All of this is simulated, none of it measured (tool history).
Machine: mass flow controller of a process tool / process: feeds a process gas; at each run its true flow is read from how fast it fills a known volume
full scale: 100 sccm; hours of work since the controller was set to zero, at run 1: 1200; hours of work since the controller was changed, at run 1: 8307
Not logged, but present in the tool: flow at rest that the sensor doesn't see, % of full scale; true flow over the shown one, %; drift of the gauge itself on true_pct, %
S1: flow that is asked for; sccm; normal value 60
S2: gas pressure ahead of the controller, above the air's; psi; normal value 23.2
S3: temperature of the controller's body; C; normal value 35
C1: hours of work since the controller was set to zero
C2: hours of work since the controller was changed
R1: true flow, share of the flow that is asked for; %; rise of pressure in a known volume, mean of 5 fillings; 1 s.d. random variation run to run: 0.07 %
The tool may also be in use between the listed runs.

{"run": 1, "hour": 0.0, "S1": 60, "S2": 23.2, "S3": 35, "C1": 1200, "C2": 8307, "R1": 98.56}
{"run": 2, "hour": 427.8, "S1": 60, "S2": 23.2, "S3": 35, "C1": 1386, "C2": 8493, "R1": 98.44}
{"run": 3, "hour": 774.1, "S1": 60, "S2": 23.2, "S3": 35, "C1": 1537, "C2": 8644, "R1": 98.35}
{"run": 4, "hour": 1144.5, "S1": 60, "S2": 23.2, "S3": 35, "C1": 1698, "C2": 8805, "R1": 98.12}
{"run": 5, "hour": 1375.4, "S1": 60, "S2": 23.2, "S3": 35, "C1": 1799, "C2": 8906, "R1": 98.31}
{"run": 6, "hour": 1709.8, "S1": 60, "S2": 23.2, "S3": 35, "C1": 1944, "C2": 9052, "R1": 98.06}
{"run": 7, "hour": 2078.4, "S1": 60, "S2": 22.3, "S3": 35, "C1": 2105, "C2": 9212, "R1": 98.01}
{"run": 8, "hour": 2409.1, "S1": 60, "S2": 22.3, "S3": 35, "C1": 2249, "C2": 9356, "R1": 97.9}
{"run": 9, "hour": 2713.5, "S1": 60, "S2": 22.3, "S3": 35, "C1": 2381, "C2": 9488, "R1": 97.88}
{"run": 10, "hour": 3052.4, "S1": 60, "S2": 40.6, "S3": 35, "C1": 2529, "C2": 9636, "R1": 96.76}
{"hour": 3478.7, "done": "controller exchanged for a calibrated one"}
{"run": 11, "hour": 3482.5, "S1": 60, "S2": 40.6, "S3": 35, "C1": 2, "C2": 2, "R1": 96.66}
{"run": 12, "hour": 3944.6, "S1": 60, "S2": 24.2, "S3": 35, "C1": 203, "C2": 203, "R1": 97.47}
{"run": 13, "hour": 4427.8, "S1": 60, "S2": 23.2, "S3": 35, "C1": 413, "C2": 413, "R1": 97.43}
{"run": 14, "hour": 4637.2, "S1": 60, "S2": 23.2, "S3": 35, "C1": 504, "C2": 504, "R1": 97.33}
{"run": 15, "hour": 5061.8, "S1": 66, "S2": 23.2, "S3": 39, "C1": 689, "C2": 689, "R1": 97.09}
{"run": 16, "hour": 5567.0, "S1": 66, "S2": 23.2, "S3": 39, "C1": 909, "C2": 909, "R1": 96.99}
{"run": 17, "hour": 5954.8, "S1": 66, "S2": 23.2, "S3": 39, "C1": 1078, "C2": 1078, "R1": 96.99}
{"run": 18, "hour": 6457.1, "S1": 66, "S2": 26.5, "S3": 39, "C1": 1297, "C2": 1297, "R1": 96.51}
{"run": 19, "hour": 6695.8, "S1": 66, "S2": 26.5, "S3": 39, "C1": 1400, "C2": 1400, "R1": 96.72}
{"run": 20, "hour": 6965.8, "S1": 44, "S2": 32.9, "S3": 35, "C1": 1518, "C2": 1518, "R1": 95.68}

Expected results for the next run?
{"run": 21, "hour": 7452.6, "S1": 44, "S2": 32.9, "S3": 35, "C1": 1730, "C2": 1730, "R1": "?"}

For run 21 the tool returned R1 95.49 %.
Take away the tool's hidden state, keep the run-to-run variation as it was, and the same run would have given R1 97.38 %.

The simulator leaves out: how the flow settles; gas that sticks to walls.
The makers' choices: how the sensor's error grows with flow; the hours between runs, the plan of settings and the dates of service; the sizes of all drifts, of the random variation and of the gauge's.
